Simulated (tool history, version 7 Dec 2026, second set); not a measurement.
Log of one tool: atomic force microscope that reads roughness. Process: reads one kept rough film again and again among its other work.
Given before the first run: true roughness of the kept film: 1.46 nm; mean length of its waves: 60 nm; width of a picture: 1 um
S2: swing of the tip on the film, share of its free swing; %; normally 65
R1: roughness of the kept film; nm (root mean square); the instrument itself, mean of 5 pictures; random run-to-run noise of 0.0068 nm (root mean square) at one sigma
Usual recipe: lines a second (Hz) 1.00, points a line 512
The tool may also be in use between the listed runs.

run 1 day=0.000 | lines_a_second_(Hz)=1.00 S2=65 points_a_line=512 | R1=1.388
run 2 day=1.038 | lines_a_second_(Hz)=1.00 S2=65 points_a_line=512 | R1=1.358
run 3 day=1.667 | lines_a_second_(Hz)=1.00 S2=65 points_a_line=512 | R1=1.342
run 4 day=2.292 | lines_a_second_(Hz)=1.00 S2=65 points_a_line=512 | R1=1.326
run 5 day=2.825 | lines_a_second_(Hz)=1.00 S2=65 points_a_line=512 | R1=1.328
run 6 day=3.775 | lines_a_second_(Hz)=0.87 S2=65 points_a_line=512 | R1=1.314
-- day=4.217 new tip fitted
run 7 day=4.312 | lines_a_second_(Hz)=1.00 S2=65 points_a_line=512 | R1=1.375
run 8 day=5.504 | lines_a_second_(Hz)=1.00 S2=65 points_a_line=512 | R1=1.353
run 9 day=6.675 | lines_a_second_(Hz)=3.94 S2=65 points_a_line=512 | R1=1.190
run 10 day=7.317 | lines_a_second_(Hz)=1.00 S2=79 points_a_line=931 | R1=1.263
run 11 day=8.267 | lines_a_second_(Hz)=1.00 S2=79 points_a_line=931 | R1=1.240
-- day=8.488 new tip fitted
run 12 day=9.200 | lines_a_second_(Hz)=3.61 S2=78 points_a_line=555 | R1=1.068
run 13 day=10.400 | lines_a_second_(Hz)=3.61 S2=78 points_a_line=555 | R1=1.052
run 14 day=11.046 | lines_a_second_(Hz)=0.59 S2=64 points_a_line=604 | R1=1.351
run 15 day=11.704 | lines_a_second_(Hz)=2.02 S2=68 points_a_line=604 | R1=1.254
-- day=12.704 new tip fitted
run 16 day=12.796 | lines_a_second_(Hz)=2.02 S2=68 points_a_line=990 | R1=1.304
run 17 day=13.512 | lines_a_second_(Hz)=1.00 S2=68 points_a_line=512 | R1=1.360

A few steps of R1 between consecutive runs. Split each: what settings, incoming material and random variation would produce without the hidden state, and what is left over for the hidden state, along with gauge scatter present in only one of the two compared results (measured, and without hidden state):
Hidden state present: radius of the tip, nm; height scale over the true one, %; drift of the gauge itself on roughness_nm, %.
Run 6 -> 7: lines a second (Hz) 0.87 -> 1.00, new tip fitted. R1 +0.061 nm (root mean square): hidden state +0.074, all else -0.013.
Run 13 -> 14: lines a second (Hz) 3.61 -> 0.59, S2 78 -> 64, points a line 555 -> 604. R1 +0.299 nm (root mean square): hidden state -0.019, all else +0.318.

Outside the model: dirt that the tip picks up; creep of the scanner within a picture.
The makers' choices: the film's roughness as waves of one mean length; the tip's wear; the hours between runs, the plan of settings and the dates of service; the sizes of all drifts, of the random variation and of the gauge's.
